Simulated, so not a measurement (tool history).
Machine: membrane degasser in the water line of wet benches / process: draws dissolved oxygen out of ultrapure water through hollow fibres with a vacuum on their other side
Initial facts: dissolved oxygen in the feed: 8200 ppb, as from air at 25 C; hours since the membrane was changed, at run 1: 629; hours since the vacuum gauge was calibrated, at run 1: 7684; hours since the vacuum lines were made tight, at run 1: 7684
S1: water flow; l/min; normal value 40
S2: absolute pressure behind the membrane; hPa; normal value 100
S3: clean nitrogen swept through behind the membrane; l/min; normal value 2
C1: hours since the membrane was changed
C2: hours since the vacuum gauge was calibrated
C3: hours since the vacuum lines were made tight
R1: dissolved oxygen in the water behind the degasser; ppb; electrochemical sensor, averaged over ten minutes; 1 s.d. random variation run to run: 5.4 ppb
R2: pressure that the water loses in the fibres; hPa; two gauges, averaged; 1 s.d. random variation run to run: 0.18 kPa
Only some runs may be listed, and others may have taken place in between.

run,hour,S1,S2,S3,C1,C2,C3,R1,R2
1,0,40,100,2,629,7684,7684,533.9,350.9
2,165,40,100,1.65,794,7849,7849,582,350.3
3,361.7,40,100,1.65,991,8046,8046,588.4,353.8
4,461.7,40,100,1.65,1091,8146,8146,588.2,354.2
5,635.4,36,100,2,1264,8320,8320,454.9,319
6,745.1,36,100,2,1374,8430,8430,455.4,315.5
7,841.7,36,100,2,1471,8526,8526,463.8,320.1
# hour 923.1: vacuum gauge calibrated
8,988.3,36,100,2,1617,65,8672,449,317.2
# hour 1008.3: seals of the vacuum lines changed
9,1178.9,33,100,2,1806,254,171,396.6,293.3
10,1279.8,40,100,4.98,1906,355,271,379.5,355.3
11,1398.3,40,100,4.98,2025,473,390,380.8,354.7
12,1534.3,57,100,2,2161,609,526,882.3,504.3
13,1638.3,57,100,0.87,2265,713,630,1205.4,506.3
14,1771.9,40,100,2,2399,847,764,534.5,358.8
15,1893.9,40,100,2,2520,969,886,534.8,357.8
16,2055.5,40,100,2,2682,1130,1047,538,356.4
17,2212.8,29,100,2,2839,1288,1204,331.3,257.1
18,2317.5,40,240,1.16,2944,1392,1309,1500.5,358.9
19,2414.2,40,240,1.16,3041,1489,1406,1483.5,363.1
20,2562.5,40,240,1.16,3189,1637,1554,1465,358.9
# hour 2678.9: gauge calibrated
21,2713.1,24,67,2.88,3340,1788,1705,132.1,208.5
22,2802.7,24,78,1.17,3429,1878,1794,267.9,210.5
23,2968.9,24,100,1.17,3596,2044,1961,362.7,207.9
24,3128.4,29,100,1.89,3755,2203,2120,340.8,256.5
25,3270.7,29,100,1.89,3897,2346,2262,342.2,251.6
26,3419.9,49,100,1.17,4046,2495,2412,901.2,433.1
27,3628.1,47,100,2.06,4255,2703,2620,677,415.8
28,3799.4,40,127,1.25,4426,2874,2791,842.8,352.3
29,3939.9,32,100,3.02,4567,3015,2932,311.3,288.3
30,4092.1,38,100,3.59,4719,3167,3084,389.4,332.8
31,4260.9,38,100,3.59,4887,3336,3253,385,339.2

What if the next run were any one of these 3? Each begins from the tool's condition after run 31:
A,4427.2,46,136,2,5054,3502,3419,?,?
B,4427.2,38,100,4.21,5054,3502,3419,?,?
C,4427.2,42,65,2.63,5054,3502,3419,?,?

run,R1,R2
A,816,410.7
B,364.6,336.3
C,405.1,376.7
What these runs would have given with no unlogged condition in the tool:
run,R1,R2
A,815.2,402.9
B,364.1,329.9
C,404.5,369.5
